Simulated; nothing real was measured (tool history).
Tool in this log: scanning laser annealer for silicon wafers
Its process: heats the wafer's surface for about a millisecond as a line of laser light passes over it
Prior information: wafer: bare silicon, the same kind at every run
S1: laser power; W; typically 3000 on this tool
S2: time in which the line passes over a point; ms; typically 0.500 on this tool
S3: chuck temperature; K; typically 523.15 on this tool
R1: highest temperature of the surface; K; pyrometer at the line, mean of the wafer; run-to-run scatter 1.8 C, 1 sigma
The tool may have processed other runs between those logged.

{"run": 1, "day": 0.0, "S1": 3000, "S2": 0.5, "S3": 523.15, "R1": 1276.15}
{"run": 2, "day": 0.383, "S1": 3000, "S2": 0.5, "S3": 561.15, "R1": 1314.15}
{"run": 3, "day": 0.642, "S1": 3000, "S2": 0.5, "S3": 561.15, "R1": 1312.15}
{"run": 4, "day": 1.054, "S1": 3000, "S2": 0.5, "S3": 553.15, "R1": 1306.15}
{"run": 5, "day": 1.317, "S1": 3000, "S2": 0.5, "S3": 553.15, "R1": 1304.15}
{"run": 6, "day": 1.667, "S1": 3000, "S2": 0.5, "S3": 523.15, "R1": 1278.15}
{"run": 7, "day": 2.142, "S1": 3000, "S2": 0.5, "S3": 484.15, "R1": 1235.15}
{"run": 8, "day": 2.612, "S1": 3000, "S2": 0.5, "S3": 484.15, "R1": 1236.15}
{"run": 9, "day": 3.067, "S1": 3000, "S2": 0.5, "S3": 531.15, "R1": 1281.15}
{"run": 10, "day": 3.525, "S1": 3000, "S2": 0.5, "S3": 523.15, "R1": 1273.15}
{"run": 11, "day": 3.975, "S1": 2799, "S2": 0.5, "S3": 523.15, "R1": 1227.15}
{"run": 12, "day": 4.35, "S1": 2799, "S2": 0.5, "S3": 523.15, "R1": 1224.15}
{"run": 13, "day": 4.921, "S1": 3000, "S2": 0.5, "S3": 523.15, "R1": 1272.15}
{"run": 14, "day": 5.179, "S1": 3000, "S2": 0.5, "S3": 523.15, "R1": 1274.15}
{"run": 15, "day": 5.75, "S1": 3000, "S2": 0.5, "S3": 523.15, "R1": 1272.15}
{"run": 16, "day": 6.154, "S1": 3000, "S2": 0.47, "S3": 523.15, "R1": 1251.15}
{"run": 17, "day": 6.433, "S1": 3000, "S2": 0.5, "S3": 523.15, "R1": 1270.15}
{"run": 18, "day": 6.892, "S1": 3000, "S2": 0.5, "S3": 523.15, "R1": 1274.15}
{"run": 19, "day": 7.379, "S1": 2707, "S2": 0.553, "S3": 490.15, "R1": 1199.15}
{"run": 20, "day": 7.625, "S1": 2707, "S2": 0.463, "S3": 490.15, "R1": 1142.15}
{"run": 21, "day": 7.896, "S1": 2991, "S2": 0.439, "S3": 511.15, "R1": 1213.15}
{"run": 22, "day": 8.383, "S1": 2871, "S2": 0.364, "S3": 483.15, "R1": 1106.15}
{"run": 23, "day": 8.862, "S1": 2871, "S2": 0.364, "S3": 483.15, "R1": 1106.15}
{"run": 24, "day": 9.3, "S1": 3055, "S2": 0.532, "S3": 555.15, "R1": 1340.15}
{"run": 25, "day": 9.829, "S1": 2601, "S2": 0.543, "S3": 523.15, "R1": 1202.15}
{"day": 10.062, "done": "optics aligned, line set to its width"}
{"run": 26, "day": 10.308, "S1": 2853, "S2": 0.543, "S3": 510.15, "R1": 1245.15}
{"run": 27, "day": 10.725, "S1": 2853, "S2": 0.536, "S3": 522.15, "R1": 1255.15}
{"run": 28, "day": 10.996, "S1": 3195, "S2": 0.379, "S3": 522.15, "R1": 1223.15}
{"day": 11.721, "done": "optics aligned, line set to its width, once more"}
{"run": 29, "day": 11.746, "S1": 2903, "S2": 0.446, "S3": 489.15, "R1": 1180.15}
{"run": 30, "day": 12.212, "S1": 2951, "S2": 0.546, "S3": 523.15, "R1": 1292.15}
{"run": 31, "day": 12.725, "S1": 2653, "S2": 0.543, "S3": 523.15, "R1": 1216.15}
{"run": 32, "day": 13.154, "S1": 2954, "S2": 0.352, "S3": 523.15, "R1": 1156.15}
{"run": 33, "day": 13.567, "S1": 2756, "S2": 0.493, "S3": 556.15, "R1": 1244.15}
{"run": 34, "day": 13.967, "S1": 3000, "S2": 0.5, "S3": 558.15, "R1": 1309.15}
{"run": 35, "day": 14.367, "S1": 2597, "S2": 0.5, "S3": 555.15, "R1": 1210.15}
{"run": 36, "day": 14.671, "S1": 3088, "S2": 0.579, "S3": 533.15, "R1": 1360.15}

4 ways to go on from here, each from the tool as it stands after run 36. What would each give?
{"run": "A", "day": 15.083, "S1": 3290, "S2": 0.396, "S3": 514.15, "R1": "?"}
{"run": "B", "day": 15.083, "S1": 3000, "S2": 0.5, "S3": 525.15, "R1": "?"}
{"run": "C", "day": 15.083, "S1": 3228, "S2": 0.4, "S3": 544.15, "R1": "?"}
{"run": "D", "day": 15.083, "S1": 3000, "S2": 0.5, "S3": 545.15, "R1": "?"}

run=A R1=1255.15
run=B R1=1275.15
run=C R1=1272.15
run=D R1=1297.15
Had the tool no hidden state, the same runs would have come out as:
run=A R1=1270.15
run=B R1=1290.15
run=C R1=1287.15
run=D R1=1313.15
